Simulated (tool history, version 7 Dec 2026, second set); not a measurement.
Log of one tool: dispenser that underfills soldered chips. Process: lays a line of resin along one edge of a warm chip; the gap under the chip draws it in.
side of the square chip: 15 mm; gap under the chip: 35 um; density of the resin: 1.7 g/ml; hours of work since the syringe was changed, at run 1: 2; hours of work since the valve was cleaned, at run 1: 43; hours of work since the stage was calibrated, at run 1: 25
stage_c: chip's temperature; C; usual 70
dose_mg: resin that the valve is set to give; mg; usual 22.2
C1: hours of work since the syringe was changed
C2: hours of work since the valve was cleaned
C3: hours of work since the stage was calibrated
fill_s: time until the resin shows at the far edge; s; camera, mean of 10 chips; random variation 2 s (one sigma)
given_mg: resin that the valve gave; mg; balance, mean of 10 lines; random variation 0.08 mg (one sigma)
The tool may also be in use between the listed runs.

{"run": 1, "hour": 0.0, "stage_c": 70, "dose_mg": 22.2, "C1": 2, "C2": 43, "C3": 25, "fill_s": 215.4, "given_mg": 21.63}
{"hour": 9.8, "done": "new syringe of resin"}
{"run": 2, "hour": 11.3, "stage_c": 85, "dose_mg": 22.2, "C1": 1, "C2": 50, "C3": 32, "fill_s": 118.7, "given_mg": 21.57}
{"run": 3, "hour": 18.9, "stage_c": 85, "dose_mg": 22.2, "C1": 6, "C2": 55, "C3": 37, "fill_s": 139.2, "given_mg": 21.55}
{"hour": 22.2, "done": "new syringe of resin"}
{"run": 4, "hour": 27.8, "stage_c": 85, "dose_mg": 22.2, "C1": 4, "C2": 60, "C3": 43, "fill_s": 129.3, "given_mg": 21.55}
{"hour": 35.2, "done": "new syringe of resin"}
{"run": 5, "hour": 38.8, "stage_c": 61, "dose_mg": 22.2, "C1": 2, "C2": 67, "C3": 50, "fill_s": 305.2, "given_mg": 21.26}
{"run": 6, "hour": 44.9, "stage_c": 61, "dose_mg": 22.2, "C1": 6, "C2": 71, "C3": 54, "fill_s": 358.5, "given_mg": 21.22}
{"hour": 47.6, "done": "new syringe of resin"}
{"hour": 52.2, "done": "dispensing valve cleaned and set on the balance"}
{"run": 7, "hour": 53.6, "stage_c": 61, "dose_mg": 22.2, "C1": 3, "C2": 1, "C3": 59, "fill_s": 316.8, "given_mg": 22.25}
{"hour": 61.1, "done": "new syringe of resin"}
{"run": 8, "hour": 61.1, "stage_c": 73, "dose_mg": 22.2, "C1": 0, "C2": 6, "C3": 63, "fill_s": 168.1, "given_mg": 22.13}
{"run": 9, "hour": 70.3, "stage_c": 70, "dose_mg": 22.2, "C1": 6, "C2": 12, "C3": 69, "fill_s": 240.2, "given_mg": 21.93}
{"hour": 73.7, "done": "new syringe of resin"}
{"run": 10, "hour": 80.1, "stage_c": 70, "dose_mg": 22.2, "C1": 4, "C2": 18, "C3": 75, "fill_s": 230.5, "given_mg": 21.99}
{"hour": 86.5, "done": "new syringe of resin"}
{"run": 11, "hour": 91.3, "stage_c": 81, "dose_mg": 22.2, "C1": 3, "C2": 25, "C3": 82, "fill_s": 142.1, "given_mg": 21.84}
{"hour": 99.0, "done": "new syringe of resin"}
{"run": 12, "hour": 100.9, "stage_c": 81, "dose_mg": 22.2, "C1": 1, "C2": 31, "C3": 88, "fill_s": 134.9, "given_mg": 21.76}
{"run": 13, "hour": 107.8, "stage_c": 70, "dose_mg": 22.2, "C1": 6, "C2": 35, "C3": 93, "fill_s": 239.8, "given_mg": 21.87}
{"hour": 111.6, "done": "new syringe of resin"}
{"run": 14, "hour": 116.7, "stage_c": 70, "dose_mg": 22.2, "C1": 3, "C2": 41, "C3": 98, "fill_s": 212.6, "given_mg": 21.6}
{"hour": 124.9, "done": "new syringe of resin"}
{"run": 15, "hour": 125.3, "stage_c": 70, "dose_mg": 22.2, "C1": 0, "C2": 46, "C3": 104, "fill_s": 193.3, "given_mg": 21.69}
{"run": 16, "hour": 135.1, "stage_c": 70, "dose_mg": 22.2, "C1": 7, "C2": 53, "C3": 110, "fill_s": 245.5, "given_mg": 21.5}
{"hour": 138.0, "done": "new syringe of resin"}
{"run": 17, "hour": 140.4, "stage_c": 69, "dose_mg": 20.1, "C1": 2, "C2": 56, "C3": 113, "fill_s": 210.0, "given_mg": 19.39}
{"run": 18, "hour": 148.3, "stage_c": 69, "dose_mg": 20.1, "C1": 7, "C2": 61, "C3": 118, "fill_s": 255.4, "given_mg": 19.41}
{"hour": 150.8, "done": "new syringe of resin"}
{"run": 19, "hour": 156.8, "stage_c": 64, "dose_mg": 20.1, "C1": 4, "C2": 66, "C3": 124, "fill_s": 291.6, "given_mg": 19.31}
{"hour": 163.3, "done": "new syringe of resin"}
{"run": 20, "hour": 163.3, "stage_c": 64, "dose_mg": 20.1, "C1": 0, "C2": 70, "C3": 128, "fill_s": 247.5, "given_mg": 19.17}
{"hour": 172.2, "done": "dispensing valve cleaned and set on the balance"}
{"run": 21, "hour": 175.0, "stage_c": 56, "dose_mg": 23.3, "C1": 7, "C2": 2, "C3": 135, "fill_s": 445.3, "given_mg": 23.17}
{"hour": 177.0, "done": "new syringe of resin"}
{"run": 22, "hour": 181.8, "stage_c": 56, "dose_mg": 27.6, "C1": 3, "C2": 6, "C3": 139, "fill_s": 377.0, "given_mg": 27.41}
{"run": 23, "hour": 188.8, "stage_c": 56, "dose_mg": 27.6, "C1": 8, "C2": 11, "C3": 143, "fill_s": 441.1, "given_mg": 27.49}
{"hour": 189.7, "done": "new syringe of resin"}
{"run": 24, "hour": 197.1, "stage_c": 62, "dose_mg": 21.5, "C1": 5, "C2": 16, "C3": 149, "fill_s": 319.0, "given_mg": 21.28}
{"hour": 202.1, "done": "new syringe of resin"}
{"run": 25, "hour": 202.1, "stage_c": 62, "dose_mg": 21.5, "C1": 0, "C2": 19, "C3": 152, "fill_s": 256.6, "given_mg": 21.31}
{"run": 26, "hour": 210.4, "stage_c": 76, "dose_mg": 24.5, "C1": 5, "C2": 24, "C3": 157, "fill_s": 184.0, "given_mg": 24.21}
{"hour": 214.8, "done": "new syringe of resin"}
{"run": 27, "hour": 221.5, "stage_c": 76, "dose_mg": 24.5, "C1": 4, "C2": 31, "C3": 164, "fill_s": 178.1, "given_mg": 24.06}
{"hour": 228.0, "done": "new syringe of resin"}
{"run": 28, "hour": 230.4, "stage_c": 70, "dose_mg": 26.2, "C1": 2, "C2": 37, "C3": 170, "fill_s": 190.9, "given_mg": 25.65}
{"run": 29, "hour": 237.0, "stage_c": 70, "dose_mg": 26.2, "C1": 6, "C2": 41, "C3": 174, "fill_s": 228.6, "given_mg": 25.59}
{"hour": 240.5, "done": "new syringe of resin"}
{"run": 30, "hour": 244.4, "stage_c": 61, "dose_mg": 19.2, "C1": 3, "C2": 46, "C3": 178, "fill_s": 295.9, "given_mg": 18.69}

How the hidden state differs across the entries between the runs, from the last listed run before each to the first after it:
Between runs 1 and 2: new syringe of resin (hour 9.8)
  resin's viscosity, % of fresh resin's: 110.4 -> 105.4; dose that the valve gives, % of what is set: 97.51 -> 97.13; true chip temperature over the reading, C: 0.22 -> 0.28
  measured less the result without the state, fill_s: +19.0 -> +5.2 s; given_mg: -0.55 -> -0.64 mg
Between runs 3 and 4: new syringe of resin (hour 22.2)
  resin's viscosity, % of fresh resin's: 127.6 -> 115.9; dose that the valve gives, % of what is set: 96.86 -> 96.55; true chip temperature over the reading, C: 0.32 -> 0.36
  measured less the result without the state, fill_s: +29.2 -> +16.7 s; given_mg: -0.70 -> -0.76 mg
Between runs 4 and 5: new syringe of resin (hour 35.2)
  resin's viscosity, % of fresh resin's: 115.9 -> 110.5; dose that the valve gives, % of what is set: 96.55 -> 96.12; true chip temperature over the reading, C: 0.36 -> 0.41
  measured less the result without the state, fill_s: +16.7 -> +25.5 s; given_mg: -0.76 -> -0.85 mg
Between runs 6 and 7: new syringe of resin (hour 47.6); dispensing valve cleaned and set on the balance (hour 52.2)
  resin's viscosity, % of fresh resin's: 129 -> 115.7; dose that the valve gives, % of what is set: 95.91 -> 99.99; true chip temperature over the reading, C: 0.44 -> 0.47
  measured less the result without the state, fill_s: +76.7 -> +37.7 s; given_mg: -0.90 -> +0.00 mg
Between runs 7 and 8: new syringe of resin (hour 61.1)
  resin's viscosity, % of fresh resin's: 115.7 -> 98.9; dose that the valve gives, % of what is set: 99.99 -> 99.7; true chip temperature over the reading, C: 0.47 -> 0.51
  measured less the result without the state, fill_s: +37.7 -> -5.2 s; given_mg: +0.00 -> -0.06 mg
Between runs 9 and 10: new syringe of resin (hour 73.7)
  resin's viscosity, % of fresh resin's: 125.1 -> 118.7; dose that the valve gives, % of what is set: 99.35 -> 98.97; true chip temperature over the reading, C: 0.55 -> 0.6
  measured less the result without the state, fill_s: +44.0 -> +31.9 s; given_mg: -0.14 -> -0.23 mg
Between runs 10 and 11: new syringe of resin (hour 86.5)
  resin's viscosity, % of fresh resin's: 118.7 -> 113.8; dose that the valve gives, % of what is set: 98.97 -> 98.59; true chip temperature over the reading, C: 0.6 -> 0.65
  measured less the result without the state, fill_s: +31.9 -> +14.4 s; given_mg: -0.23 -> -0.31 mg
Between runs 11 and 12: new syringe of resin (hour 99.0)
  resin's viscosity, % of fresh resin's: 113.8 -> 105.6; dose that the valve gives, % of what is set: 98.59 -> 98.23; true chip temperature over the reading, C: 0.65 -> 0.7
  measured less the result without the state, fill_s: +14.4 -> +4.0 s; given_mg: -0.31 -> -0.40 mg
Between runs 13 and 14: new syringe of resin (hour 111.6)
  resin's viscosity, % of fresh resin's: 125.7 -> 111.8; dose that the valve gives, % of what is set: 97.97 -> 97.68; true chip temperature over the reading, C: 0.74 -> 0.78
  measured less the result without the state, fill_s: +43.9 -> +17.0 s; given_mg: -0.45 -> -0.52 mg
Between runs 14 and 15: new syringe of resin (hour 124.9)
  resin's viscosity, % of fresh resin's: 111.8 -> 101.1; dose that the valve gives, % of what is set: 97.68 -> 97.36; true chip temperature over the reading, C: 0.78 -> 0.82
  measured less the result without the state, fill_s: +17.0 -> -3.5 s; given_mg: -0.52 -> -0.59 mg
Between runs 16 and 17: new syringe of resin (hour 138.0)
  resin's viscosity, % of fresh resin's: 129.7 -> 105.6; dose that the valve gives, % of what is set: 96.96 -> 96.76; true chip temperature over the reading, C: 0.87 -> 0.89
  measured less the result without the state, fill_s: +50.3 -> +5.2 s; given_mg: -0.68 -> -0.65 mg
Between runs 18 and 19: new syringe of resin (hour 150.8)
  resin's viscosity, % of fresh resin's: 129 -> 117.6; dose that the valve gives, % of what is set: 96.47 -> 96.16; true chip temperature over the reading, C: 0.93 -> 0.97
  measured less the result without the state, fill_s: +51.3 -> +35.5 s; given_mg: -0.71 -> -0.77 mg
Between runs 19 and 20: new syringe of resin (hour 163.3)
  resin's viscosity, % of fresh resin's: 117.6 -> 100.9; dose that the valve gives, % of what is set: 96.16 -> 95.94; true chip temperature over the reading, C: 0.97 -> 1
  measured less the result without the state, fill_s: +35.5 -> -6.0 s; given_mg: -0.77 -> -0.81 mg
Between runs 20 and 21: dispensing valve cleaned and set on the balance (hour 172.2)
  resin's viscosity, % of fresh resin's: 100.9 -> 132.4; dose that the valve gives, % of what is set: 95.94 -> 99.72; true chip temperature over the reading, C: 1 -> 1.05
  measured less the result without the state, fill_s: -6.0 -> +93.7 s; given_mg: -0.81 -> -0.06 mg
Between runs 21 and 22: new syringe of resin (hour 177.0)
  resin's viscosity, % of fresh resin's: 132.4 -> 113.9; dose that the valve gives, % of what is set: 99.72 -> 99.5; true chip temperature over the reading, C: 1.05 -> 1.08
  measured less the result without the state, fill_s: +93.7 -> +30.5 s; given_mg: -0.06 -> -0.14 mg
Between runs 23 and 24: new syringe of resin (hour 189.7)
  resin's viscosity, % of fresh resin's: 135.8 -> 121.1; dose that the valve gives, % of what is set: 99.23 -> 98.92; true chip temperature over the reading, C: 1.12 -> 1.15
  measured less the result without the state, fill_s: +100.7 -> +43.2 s; given_mg: -0.21 -> -0.23 mg
Between runs 24 and 25: new syringe of resin (hour 202.1)
  resin's viscosity, % of fresh resin's: 121.1 -> 100.4; dose that the valve gives, % of what is set: 98.92 -> 98.75; true chip temperature over the reading, C: 1.15 -> 1.18
  measured less the result without the state, fill_s: +43.2 -> -11.1 s; given_mg: -0.23 -> -0.27 mg
Between runs 26 and 27: new syringe of resin (hour 214.8)
  resin's viscosity, % of fresh resin's: 124 -> 119.8; dose that the valve gives, % of what is set: 98.42 -> 98.03; true chip temperature over the reading, C: 1.21 -> 1.27
  measured less the result without the state, fill_s: +28.9 -> +22.3 s; given_mg: -0.39 -> -0.48 mg
Between runs 27 and 28: new syringe of resin (hour 228.0)
  resin's viscosity, % of fresh resin's: 119.8 -> 104.6; dose that the valve gives, % of what is set: 98.03 -> 97.72; true chip temperature over the reading, C: 1.27 -> 1.3
  measured less the result without the state, fill_s: +22.3 -> -1.0 s; given_mg: -0.48 -> -0.59 mg
Between runs 29 and 30: new syringe of resin (hour 240.5)
  resin's viscosity, % of fresh resin's: 123.6 -> 108.8; dose that the valve gives, % of what is set: 97.49 -> 97.21; true chip temperature over the reading, C: 1.34 -> 1.38
  measured less the result without the state, fill_s: +34.0 -> +9.7 s; given_mg: -0.66 -> -0.53 mg

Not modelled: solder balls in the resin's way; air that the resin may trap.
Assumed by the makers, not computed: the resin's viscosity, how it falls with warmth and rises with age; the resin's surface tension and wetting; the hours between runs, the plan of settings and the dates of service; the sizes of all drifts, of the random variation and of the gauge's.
